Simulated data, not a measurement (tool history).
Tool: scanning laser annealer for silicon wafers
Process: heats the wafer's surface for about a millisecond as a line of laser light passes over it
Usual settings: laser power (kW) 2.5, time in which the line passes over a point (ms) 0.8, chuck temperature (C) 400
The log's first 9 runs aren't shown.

run,day,laser power (kW),time in which the line passes over a point (ms),chuck temperature (C),hours of work since the window was cleaned,hours of work since the power meter was calibrated,hours of work since the optics were aligned,highest temperature of the surface (C)
10,23.838,2.5,0.694,381,252,1039,120,1061
11,26.254,2.5,0.694,381,277,1065,146,1061
12,29.854,2.5,0.567,381,316,1103,184,991
13,33.212,2.5,0.567,381,352,1139,220,986
14,35.35,2.157,0.8,400,374,1162,243,1029
15,37.708,2.5,0.713,400,399,1187,268,1082
16,40.892,2.5,0.713,400,433,1221,302,1079
17,43.367,2.5,0.695,419,460,1247,328,1091
18,45.05,2.611,0.626,368,478,1265,346,1030
19,48.821,2.611,0.626,368,518,1305,386,1027
20,50.454,2.611,0.626,368,535,1323,404,1030
# day 50.775: window over the wafer cleaned
21,53.146,2.611,0.626,368,25,1351,432,1014
22,56.458,2.611,0.626,368,61,1386,467,1007
23,58.088,2.611,0.626,368,78,1403,484,1011
24,60.5,2.611,0.626,368,104,1429,510,1010
25,62.467,2.611,0.731,368,125,1450,531,1063
26,64.75,2.5,0.845,415,149,1474,555,1133
27,67.708,2.5,0.817,362,180,1506,587,1065
28,70.883,2.17,0.92,361,214,1540,621,1009

Run 29 comes next. What will it give?
# day 71.754: window over the wafer cleaned, once more
29,74.746,2.494,0.624,400,32,1580,661,?

{"run 29": {"highest temperature of the surface (C)": 1044}}
Without the tool's hidden state the same run would have given highest temperature of the surface (C) 1055.

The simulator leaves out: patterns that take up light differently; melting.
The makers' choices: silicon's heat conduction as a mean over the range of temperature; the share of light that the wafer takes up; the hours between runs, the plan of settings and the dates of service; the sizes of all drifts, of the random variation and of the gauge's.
